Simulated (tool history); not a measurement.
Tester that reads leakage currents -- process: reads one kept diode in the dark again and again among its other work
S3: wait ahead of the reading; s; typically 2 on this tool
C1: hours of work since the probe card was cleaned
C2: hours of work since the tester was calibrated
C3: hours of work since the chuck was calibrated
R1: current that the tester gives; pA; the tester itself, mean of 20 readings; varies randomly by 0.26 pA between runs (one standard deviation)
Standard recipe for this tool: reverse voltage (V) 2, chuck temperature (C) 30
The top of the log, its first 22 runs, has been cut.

{"run": 23, "hour": 2314.4, "reverse voltage (V)": 11.62, "chuck temperature (C)": 47, "S3": 0.39, "C1": 1500, "C2": 1892, "C3": 1767, "R1": 702.51}
{"run": 24, "hour": 2420.9, "reverse voltage (V)": 12.1, "chuck temperature (C)": 44, "S3": 0.39, "C1": 1581, "C2": 1974, "C3": 1848, "R1": 571.05}
{"run": 25, "hour": 2531.8, "reverse voltage (V)": 12.1, "chuck temperature (C)": 44, "S3": 0.39, "C1": 1666, "C2": 2058, "C3": 1933, "R1": 571.89}
{"run": 26, "hour": 2652.7, "reverse voltage (V)": 12.1, "chuck temperature (C)": 44, "S3": 0.39, "C1": 1758, "C2": 2151, "C3": 2026, "R1": 575.88}
{"run": 27, "hour": 2724.3, "reverse voltage (V)": 12.1, "chuck temperature (C)": 44, "S3": 0.39, "C1": 1813, "C2": 2205, "C3": 2080, "R1": 572.55}
{"hour": 2778.3, "done": "chuck's temperature calibrated"}
{"run": 28, "hour": 2791.2, "reverse voltage (V)": 1.38, "chuck temperature (C)": 45, "S3": 2.95, "C1": 1863, "C2": 2255, "C3": 10, "R1": 257.57}
{"run": 29, "hour": 2878.9, "reverse voltage (V)": 1.95, "chuck temperature (C)": 30, "S3": 5.48, "C1": 1930, "C2": 2322, "C3": 77, "R1": 84.42}
{"run": 30, "hour": 3013.7, "reverse voltage (V)": 1.91, "chuck temperature (C)": 30, "S3": 8.39, "C1": 2033, "C2": 2425, "C3": 180, "R1": 83.54}
{"run": 31, "hour": 3156.1, "reverse voltage (V)": 17.23, "chuck temperature (C)": 28, "S3": 8.39, "C1": 2142, "C2": 2534, "C3": 289, "R1": 161.71}

What will run 32 give?
{"run": 32, "hour": 3280.2, "reverse voltage (V)": 2, "chuck temperature (C)": 33, "S3": 5.98, "C1": 2237, "C2": 2629, "C3": 384, "R1": "?"}

R1: 111.37 pA
If the tool had no hidden condition, the same run with the same run-to-run variation would have returned R1 109.39 pA.

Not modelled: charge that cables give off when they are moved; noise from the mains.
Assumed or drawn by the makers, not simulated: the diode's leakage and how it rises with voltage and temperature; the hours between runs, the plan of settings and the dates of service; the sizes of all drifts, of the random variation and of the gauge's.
